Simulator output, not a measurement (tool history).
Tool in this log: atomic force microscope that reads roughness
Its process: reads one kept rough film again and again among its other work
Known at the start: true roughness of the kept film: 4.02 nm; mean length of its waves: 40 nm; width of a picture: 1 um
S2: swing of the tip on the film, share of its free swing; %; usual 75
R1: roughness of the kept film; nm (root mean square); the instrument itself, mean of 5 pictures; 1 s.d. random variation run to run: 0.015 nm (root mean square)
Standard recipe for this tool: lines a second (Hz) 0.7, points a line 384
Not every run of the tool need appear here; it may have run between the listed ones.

{"run": 1, "hour": 0.0, "lines a second (Hz)": 0.7, "S2": 75, "points a line": 384, "R1": 3.346}
{"run": 2, "hour": 75.8, "lines a second (Hz)": 0.7, "S2": 75, "points a line": 384, "R1": 3.14}
{"hour": 83.8, "done": "new tip fitted"}
{"run": 3, "hour": 114.4, "lines a second (Hz)": 0.7, "S2": 75, "points a line": 384, "R1": 3.568}
{"run": 4, "hour": 174.5, "lines a second (Hz)": 0.7, "S2": 75, "points a line": 384, "R1": 3.352}
{"run": 5, "hour": 232.5, "lines a second (Hz)": 0.7, "S2": 75, "points a line": 384, "R1": 3.191}
{"hour": 271.4, "done": "new tip fitted"}
{"run": 6, "hour": 284.7, "lines a second (Hz)": 2.509, "S2": 73, "points a line": 384, "R1": 3.348}
{"run": 7, "hour": 353.2, "lines a second (Hz)": 2.509, "S2": 73, "points a line": 384, "R1": 3.156}
{"run": 8, "hour": 425.5, "lines a second (Hz)": 3.241, "S2": 67, "points a line": 484, "R1": 2.99}
{"hour": 457.0, "done": "new tip fitted"}
{"run": 9, "hour": 487.2, "lines a second (Hz)": 1.758, "S2": 85, "points a line": 384, "R1": 3.176}

Estimate the outcome of run 10 from the log above:
{"run": 10, "hour": 558.4, "lines a second (Hz)": 2.077, "S2": 85, "points a line": 469, "R1": "?"}

R1: 2.92 nm (root mean square)
Were there no unlogged condition in the tool, this run, its random variation unchanged, would have produced R1 3.196 nm (root mean square).

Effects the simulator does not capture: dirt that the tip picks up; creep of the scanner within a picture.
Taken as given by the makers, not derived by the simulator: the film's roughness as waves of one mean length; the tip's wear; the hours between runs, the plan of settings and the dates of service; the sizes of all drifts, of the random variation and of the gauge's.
